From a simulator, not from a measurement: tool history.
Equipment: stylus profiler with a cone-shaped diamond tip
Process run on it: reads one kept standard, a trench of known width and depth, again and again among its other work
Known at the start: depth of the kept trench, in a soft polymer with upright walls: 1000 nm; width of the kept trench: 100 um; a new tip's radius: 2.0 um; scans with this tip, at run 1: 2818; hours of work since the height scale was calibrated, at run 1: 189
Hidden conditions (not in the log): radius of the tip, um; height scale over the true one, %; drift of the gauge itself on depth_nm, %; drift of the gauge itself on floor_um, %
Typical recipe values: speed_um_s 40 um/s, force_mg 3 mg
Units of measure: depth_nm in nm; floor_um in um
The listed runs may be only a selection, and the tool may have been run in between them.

run     day  speed_um_s  force_mg  scans with this tip  hours of work since the height scale was calibrated  depth_nm  floor_um
  1       0          40         3                 2818                                                  189    1009.2      95.8
  2   2.704          40         3                 3258                                                  218   1009.32     95.72
  3   5.267          40         3                 3674                                                  246   1008.81     95.68
  4   8.921          40         3                 4269                                                  286    1009.2      95.6
  5  12.638          40         3                 4873                                                  326   1009.51     95.51
  6  16.292          40         3                 5467                                                  366   1009.35     95.38
  7  18.996          21         3                 5907                                                  395   1009.56     95.42
  8  22.183          40         3                 6425                                                  430   1009.43     95.21
  9  24.375          40         3                 6781                                                  454   1009.74     95.19
 10  26.867          40         3                 7187                                                  481   1009.44     95.12
 11  28.554          40         3                 7461                                                  500   1009.67     95.11
 12  30.283          99         3                 7742                                                  518   1010.09     94.74
 13  32.275          99         3                 8066                                                  540    1009.7     94.72
 14   34.35          99         3                 8404                                                  563    1009.9     94.71
     34.708  -- height scale calibrated on a step standard
 15  37.108          40         3                 8849                                                   26   1009.62     94.98
 16  40.212          40         3                 9353                                                   60   1010.32     94.86
 17  43.675          40         3                 9917                                                   98   1010.34     94.79

What will run 18 give?
 18  46.879         110      1.27                10438                                                  132         ?         ?

Logged for run 18: depth_nm 1006.68 nm, floor_um 94.06 um.
With the hidden condition absent and the run-to-run variation left alone, this run would have shown depth_nm 1005 nm, floor_um 95.69 um.
